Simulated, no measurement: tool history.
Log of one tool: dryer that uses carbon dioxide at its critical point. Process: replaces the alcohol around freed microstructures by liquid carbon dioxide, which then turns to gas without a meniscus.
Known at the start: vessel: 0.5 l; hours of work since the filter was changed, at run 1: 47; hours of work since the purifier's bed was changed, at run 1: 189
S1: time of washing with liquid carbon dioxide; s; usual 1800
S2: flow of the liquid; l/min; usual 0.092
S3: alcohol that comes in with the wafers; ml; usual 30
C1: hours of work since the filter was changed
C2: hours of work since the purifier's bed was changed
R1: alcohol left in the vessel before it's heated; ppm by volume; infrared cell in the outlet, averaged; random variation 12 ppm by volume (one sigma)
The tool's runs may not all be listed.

run    day    S1      S2  S3   C1   C2     R1
  1      0  1800   0.092  30   47  189    824
  2  0.438  1800   0.092  59   52  194   1575
  3  1.058  1800   0.092  59   58  200   1633
  4  1.675  1800   0.092  59   64  206   1624
  5  2.071  1800   0.092  59   68  210   1637
  6  2.383  1800   0.092  59   71  213   1630
  7  2.892  1800   0.092  59   76  219   1676
  8  3.262  1800   0.092  30   80  222    855
  9  3.517  1800   0.092  30   83  225    871
 10  3.921  1800   0.092  30   87  229    887
 11  4.496  1500  0.1008  99   93  235   4045
 12   4.85  1140  0.0573  30   96  238  10516
 13  5.342  1620  0.0573  57  101  243   9648
 14  5.646  1620  0.0573  57  104  246   9424
 15  6.004  1140  0.1056  43  108  250   3984
 16  6.592  1200  0.0938  37  114  256   4107
 17  7.038  2580  0.1071  48  118  260    154
 18  7.483  1800   0.092  63  123  265   1886
 19  8.092  2280   0.067  41  129  271   1599
 20  8.571  2340  0.1475  93  134  276    109

Hidden state or all else? Some run-to-run changes of R1, split into what the settings, what came in and random variation would give without the hidden state, and what is left for the hidden state (with any gauge scatter that isn't in both results):
The hidden state here: flow that reaches the vessel past the clogged filter, %; alcohol in the recycled carbon dioxide, ppm; drift of the gauge itself on alcohol_ppm, %.
Run 10 -> 11: S1 1800 -> 1500, S2 0.092 -> 0.1008, S3 30 -> 99. R1 +3158 ppm by volume: hidden state +373, all else +2785.
Run 11 -> 12: S1 1500 -> 1140, S2 0.1008 -> 0.0573, S3 99 -> 30. R1 +6471 ppm by volume: hidden state +116, all else +6355.
Run 14 -> 15: S1 1620 -> 1140, S2 0.0573 -> 0.1056, S3 57 -> 43. R1 -5440 ppm by volume: hidden state -366, all else -5074.
Run 16 -> 17: S1 1200 -> 2580, S2 0.0938 -> 0.1071, S3 37 -> 48. R1 -3953 ppm by volume: hidden state -406, all else -3547.
